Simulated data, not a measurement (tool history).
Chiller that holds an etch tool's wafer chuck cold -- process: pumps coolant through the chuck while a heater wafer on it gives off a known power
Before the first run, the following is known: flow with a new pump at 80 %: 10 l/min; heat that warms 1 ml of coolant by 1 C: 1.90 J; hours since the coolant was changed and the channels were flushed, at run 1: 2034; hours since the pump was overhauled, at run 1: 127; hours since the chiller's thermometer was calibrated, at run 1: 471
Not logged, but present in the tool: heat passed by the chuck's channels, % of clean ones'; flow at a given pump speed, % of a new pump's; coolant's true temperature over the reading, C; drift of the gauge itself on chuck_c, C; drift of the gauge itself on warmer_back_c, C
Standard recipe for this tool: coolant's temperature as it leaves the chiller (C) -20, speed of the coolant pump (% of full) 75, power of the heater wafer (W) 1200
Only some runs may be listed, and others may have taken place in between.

run,hour,coolant's temperature as it leaves the chiller (C),speed of the coolant pump (% of full),power of the heater wafer (W),hours since the coolant was changed and the channels were flushed,hours since the pump was overhauled,hours since the chiller's thermometer was calibrated,chuck's temperature once it has settled (C),how much warmer the coolant comes back (C)
1,0.0,-20,75,1200,2034,127,471,-11.0,4.05
2,37.7,-20,75,1200,2072,165,509,-10.8,4.06
3,110.0,-20,75,1200,2144,237,581,-10.8,4.08
4,185.6,-20,75,1200,2220,313,657,-10.8,4.08
5,248.6,-20,75,1200,2283,376,720,-10.9,4.03
6,305.1,-15,75,1200,2340,432,776,-6.1,4.08
7,351.2,-15,75,1200,2386,478,822,-5.7,4.03
8,417.2,-15,75,1200,2452,544,888,-6.0,4.04
9,453.5,-15,75,1200,2488,581,925,-5.8,4.07
10,493.0,-15,75,1200,2527,620,964,-5.8,4.05
11,574.0,-10,75,1200,2608,701,1045,-0.8,4.05
12,620.8,-10,75,1200,2655,748,1092,-0.7,4.13
13,668.2,-20,75,856,2703,795,1139,-13.6,2.91
14,745.7,-20,75,1438,2780,873,1217,-8.8,4.90
15,831.4,-20,61,1057,2866,959,1303,-10.3,4.44

Run 16 has not been measured yet. What should we expect?
16,878.4,-20,61,1057,2913,1006,1350,?,?

chuck's temperature once it has settled (C): -10.1
how much warmer the coolant comes back (C): 4.47
Take away the tool's hidden state, keep the run-to-run variation as it was, and the same run would have given chuck's temperature once it has settled (C) -10.2, how much warmer the coolant comes back (C) 4.47.

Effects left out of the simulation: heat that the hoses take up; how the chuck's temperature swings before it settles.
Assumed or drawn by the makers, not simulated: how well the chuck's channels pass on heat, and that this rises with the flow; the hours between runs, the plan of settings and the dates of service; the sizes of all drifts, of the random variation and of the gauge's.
